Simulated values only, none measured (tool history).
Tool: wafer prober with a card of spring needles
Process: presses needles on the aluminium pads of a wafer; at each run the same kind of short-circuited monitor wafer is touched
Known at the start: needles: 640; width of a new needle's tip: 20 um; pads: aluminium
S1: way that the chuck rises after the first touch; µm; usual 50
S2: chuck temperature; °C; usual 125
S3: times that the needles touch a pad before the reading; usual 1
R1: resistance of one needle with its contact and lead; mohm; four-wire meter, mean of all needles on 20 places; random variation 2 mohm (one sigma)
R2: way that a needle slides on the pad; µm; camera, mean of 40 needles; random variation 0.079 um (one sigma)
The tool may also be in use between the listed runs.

| run | day | S1 | S2 | S3 | R1 | R2 |
|---|---|---|---|---|---|---|
| 1 | 0 | 50 | 125 | 1 | 220 | 11.94 |
|  | 0.554 | tips cleaned on abrasive film |
|  | 1.221 | tips cleaned on abrasive film |
|  | 1.904 | tips cleaned on abrasive film |
| 2 | 1.925 | 50 | 125 | 1 | 220 | 11.79 |
|  | 2.588 | tips cleaned on abrasive film |
|  | 3.288 | tips cleaned on abrasive film |
| 3 | 3.496 | 50 | 125 | 1 | 219 | 11.99 |
|  | 3.912 | tips cleaned on abrasive film |
|  | 4.542 | tips cleaned on abrasive film |
|  | 5.238 | tips cleaned on abrasive film |
| 4 | 5.521 | 50 | 125 | 1 | 220 | 11.91 |
|  | 5.879 | tips cleaned on abrasive film |
|  | 6.496 | tips cleaned on abrasive film |
|  | 7.133 | tips cleaned on abrasive film |
|  | 7.288 | height of the first contact set anew |
| 5 | 7.6 | 50 | 125 | 1 | 217 | 11.91 |
|  | 7.862 | tips cleaned on abrasive film |
|  | 8.567 | tips cleaned on abrasive film |
|  | 9.25 | tips cleaned on abrasive film |
| 6 | 9.471 | 50 | 125 | 1 | 223 | 12 |
|  | 9.854 | tips cleaned on abrasive film |
|  | 10.55 | tips cleaned on abrasive film |
| 7 | 10.7 | 50 | 125 | 1 | 221 | 11.85 |
|  | 11.138 | tips cleaned on abrasive film |
|  | 11.808 | tips cleaned on abrasive film |
| 8 | 11.946 | 50 | 125 | 1 | 220 | 11.86 |
|  | 12.475 | tips cleaned on abrasive film |
| 9 | 13.017 | 67 | 125 | 1 | 208 | 15.86 |
|  | 13.167 | tips cleaned on abrasive film |
|  | 13.833 | tips cleaned on abrasive film |
|  | 14.517 | tips cleaned on abrasive film |
| 10 | 14.954 | 50 | 125 | 1 | 222 | 11.91 |
|  | 15.104 | tips cleaned on abrasive film |
|  | 15.783 | tips cleaned on abrasive film |
| 11 | 16.258 | 50 | 125 | 2 | 217 | 11.95 |
|  | 16.396 | tips cleaned on abrasive film |
|  | 17.054 | tips cleaned on abrasive film |
|  | 17.667 | tips cleaned on abrasive film |
| 12 | 17.758 | 50 | 33 | 2 | 196 | 11.86 |
|  | 18.333 | tips cleaned on abrasive film |
|  | 19.017 | tips cleaned on abrasive film |
|  | 19.733 | tips cleaned on abrasive film |
| 13 | 19.771 | 39 | 33 | 2 | 204 | 9.16 |
|  | 20.371 | tips cleaned on abrasive film |
|  | 21.079 | tips cleaned on abrasive film |
|  | 21.692 | tips cleaned on abrasive film |
| 14 | 21.692 | 52 | 125 | 1 | 218 | 12.34 |
|  | 21.85 | height of the first contact set anew |
|  | 22.417 | tips cleaned on abrasive film |
| 15 | 22.8 | 52 | 125 | 1 | 221 | 12.31 |
|  | 23.054 | tips cleaned on abrasive film |
|  | 23.762 | tips cleaned on abrasive film |
| 16 | 24.325 | 52 | 125 | 1 | 223 | 12.45 |
|  | 24.462 | tips cleaned on abrasive film |
|  | 25.192 | tips cleaned on abrasive film |
| 17 | 25.4 | 50 | 37 | 2 | 198 | 11.9 |
|  | 25.817 | tips cleaned on abrasive film |
|  | 26.508 | tips cleaned on abrasive film |
|  | 27.175 | tips cleaned on abrasive film |
| 18 | 27.225 | 50 | 37 | 2 | 198 | 11.89 |
|  | 27.788 | tips cleaned on abrasive film |
|  | 28.479 | tips cleaned on abrasive film |
|  | 29.146 | tips cleaned on abrasive film |
| 19 | 29.258 | 50 | 85 | 2 | 210 | 11.78 |
|  | 29.812 | tips cleaned on abrasive film |
|  | 30.467 | tips cleaned on abrasive film |
| 20 | 30.617 | 50 | 85 | 2 | 209 | 11.95 |
|  | 31.058 | tips cleaned on abrasive film |
|  | 31.696 | tips cleaned on abrasive film |
|  | 32.383 | tips cleaned on abrasive film |
| 21 | 32.546 | 47 | 29 | 2 | 200 | 11.27 |
|  | 32.983 | tips cleaned on abrasive film |
|  | 33.712 | tips cleaned on abrasive film |
| 22 | 34.283 | 40 | 29 | 3 | 203 | 9.58 |

The next listed run, before its measurement:
|  | 34.404 | tips cleaned on abrasive film |
|  | 35.1 | tips cleaned on abrasive film |
|  | 35.771 | tips cleaned on abrasive film |
| 23 | 35.771 | 35 | 34 | 1 | ? | ? |

R1: 209 mohm
R2: 8.42 µm
Without the tool's hidden state the same run would have given R1 209 mohm, R2 8.43 µm.
